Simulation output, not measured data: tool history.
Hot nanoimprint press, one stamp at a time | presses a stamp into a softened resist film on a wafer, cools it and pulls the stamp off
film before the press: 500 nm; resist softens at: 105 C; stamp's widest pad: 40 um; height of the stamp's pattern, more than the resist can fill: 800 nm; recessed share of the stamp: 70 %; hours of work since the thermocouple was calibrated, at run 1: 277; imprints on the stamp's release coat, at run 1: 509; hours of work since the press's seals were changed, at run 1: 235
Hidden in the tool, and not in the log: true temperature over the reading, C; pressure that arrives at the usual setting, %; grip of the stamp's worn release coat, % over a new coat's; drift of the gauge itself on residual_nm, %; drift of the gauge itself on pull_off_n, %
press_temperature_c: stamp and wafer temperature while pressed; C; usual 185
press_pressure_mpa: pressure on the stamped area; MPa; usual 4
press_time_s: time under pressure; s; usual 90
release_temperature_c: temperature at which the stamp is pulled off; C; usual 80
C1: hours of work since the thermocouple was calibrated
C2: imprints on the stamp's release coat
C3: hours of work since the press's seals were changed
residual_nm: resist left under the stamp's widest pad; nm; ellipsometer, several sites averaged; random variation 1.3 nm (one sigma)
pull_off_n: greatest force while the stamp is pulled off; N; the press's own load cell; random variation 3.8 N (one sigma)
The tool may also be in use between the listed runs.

run 1 day=0 | press_temperature_c=185 press_pressure_mpa=4 press_time_s=90 release_temperature_c=80 | C1=277 C2=509 C3=235 | residual_nm=211.8 pull_off_n=215
-- day=0.546 stamp cleaned and given a new release coat
run 2 day=1.008 | press_temperature_c=185 press_pressure_mpa=4 press_time_s=90 release_temperature_c=80 | C1=289 C2=46 C3=248 | residual_nm=211.1 pull_off_n=178
run 3 day=1.85 | press_temperature_c=185 press_pressure_mpa=4 press_time_s=90 release_temperature_c=80 | C1=304 C2=129 C3=262 | residual_nm=210.9 pull_off_n=189
run 4 day=2.35 | press_temperature_c=185 press_pressure_mpa=4 press_time_s=90 release_temperature_c=80 | C1=312 C2=178 C3=271 | residual_nm=211.6 pull_off_n=191
run 5 day=3.238 | press_temperature_c=185 press_pressure_mpa=4 press_time_s=90 release_temperature_c=80 | C1=327 C2=265 C3=286 | residual_nm=211.7 pull_off_n=195
run 6 day=3.846 | press_temperature_c=185 press_pressure_mpa=4 press_time_s=90 release_temperature_c=80 | C1=337 C2=325 C3=296 | residual_nm=211.7 pull_off_n=204
run 7 day=4.342 | press_temperature_c=185 press_pressure_mpa=4 press_time_s=90 release_temperature_c=80 | C1=346 C2=374 C3=305 | residual_nm=210.1 pull_off_n=206
run 8 day=5.162 | press_temperature_c=185 press_pressure_mpa=4 press_time_s=90 release_temperature_c=80 | C1=360 C2=456 C3=319 | residual_nm=209.7 pull_off_n=219
-- day=6.217 stamp cleaned and given a new release coat
run 9 day=6.225 | press_temperature_c=185 press_pressure_mpa=4 press_time_s=90 release_temperature_c=80 | C1=374 C2=1 C3=332 | residual_nm=211.7 pull_off_n=181
run 10 day=6.638 | press_temperature_c=185 press_pressure_mpa=4.27 press_time_s=90 release_temperature_c=80 | C1=381 C2=41 C3=339 | residual_nm=206.9 pull_off_n=185
run 11 day=7.2 | press_temperature_c=185 press_pressure_mpa=4 press_time_s=90 release_temperature_c=75 | C1=390 C2=97 C3=349 | residual_nm=210.6 pull_off_n=203
run 12 day=7.992 | press_temperature_c=185 press_pressure_mpa=4 press_time_s=90 release_temperature_c=75 | C1=404 C2=175 C3=362 | residual_nm=210.1 pull_off_n=213
run 13 day=8.625 | press_temperature_c=185 press_pressure_mpa=4 press_time_s=90 release_temperature_c=75 | C1=414 C2=237 C3=373 | residual_nm=211.4 pull_off_n=205
run 14 day=9.096 | press_temperature_c=185 press_pressure_mpa=4 press_time_s=90 release_temperature_c=75 | C1=422 C2=283 C3=381 | residual_nm=210.3 pull_off_n=217
run 15 day=9.967 | press_temperature_c=193 press_pressure_mpa=5.39 press_time_s=90 release_temperature_c=75 | C1=437 C2=369 C3=396 | residual_nm=144.7 pull_off_n=218
run 16 day=10.367 | press_temperature_c=193 press_pressure_mpa=3.4 press_time_s=90 release_temperature_c=75 | C1=444 C2=409 C3=403 | residual_nm=188.1 pull_off_n=229
run 17 day=10.775 | press_temperature_c=173 press_pressure_mpa=3.4 press_time_s=90 release_temperature_c=70 | C1=451 C2=449 C3=410 | residual_nm=313 pull_off_n=247
-- day=11.375 plate thermocouple calibrated
run 18 day=11.529 | press_temperature_c=187 press_pressure_mpa=3.4 press_time_s=161 release_temperature_c=70 | C1=3 C2=511 C3=420 | residual_nm=185 pull_off_n=247
-- day=12.067 stamp cleaned and given a new release coat
run 19 day=12.608 | press_temperature_c=174 press_pressure_mpa=4.26 press_time_s=161 release_temperature_c=70 | C1=17 C2=53 C3=434 | residual_nm=240.4 pull_off_n=223
run 20 day=13.304 | press_temperature_c=192 press_pressure_mpa=3.05 press_time_s=167 release_temperature_c=80 | C1=28 C2=121 C3=446 | residual_nm=166.5 pull_off_n=188
run 21 day=13.958 | press_temperature_c=175 press_pressure_mpa=3.99 press_time_s=88 release_temperature_c=77 | C1=40 C2=186 C3=457 | residual_nm=289.5 pull_off_n=212
run 22 day=14.692 | press_temperature_c=175 press_pressure_mpa=3.99 press_time_s=88 release_temperature_c=77 | C1=52 C2=259 C3=470 | residual_nm=294.7 pull_off_n=208
run 23 day=15.512 | press_temperature_c=178 press_pressure_mpa=2.56 press_time_s=90 release_temperature_c=80 | C1=66 C2=339 C3=484 | residual_nm=322.4 pull_off_n=212
run 24 day=16.421 | press_temperature_c=183 press_pressure_mpa=2.56 press_time_s=47 release_temperature_c=74 | C1=81 C2=429 C3=499 | residual_nm=343.9 pull_off_n=227
run 25 day=17.158 | press_temperature_c=183 press_pressure_mpa=2.68 press_time_s=47 release_temperature_c=79 | C1=94 C2=502 C3=511 | residual_nm=337 pull_off_n=225

Run 26 comes next. What will it give?
-- day=17.783 stamp cleaned and given a new release coat
run 26 day=17.908 | press_temperature_c=182 press_pressure_mpa=4.91 press_time_s=113 release_temperature_c=72 | C1=102 C2=13 C3=520 | residual_nm=? pull_off_n=?

{"run 26": {"residual_nm": 199, "pull_off_n": 205}}
Without the tool's hidden state the same run would have given residual_nm 194.7 nm, pull_off_n 205 N.
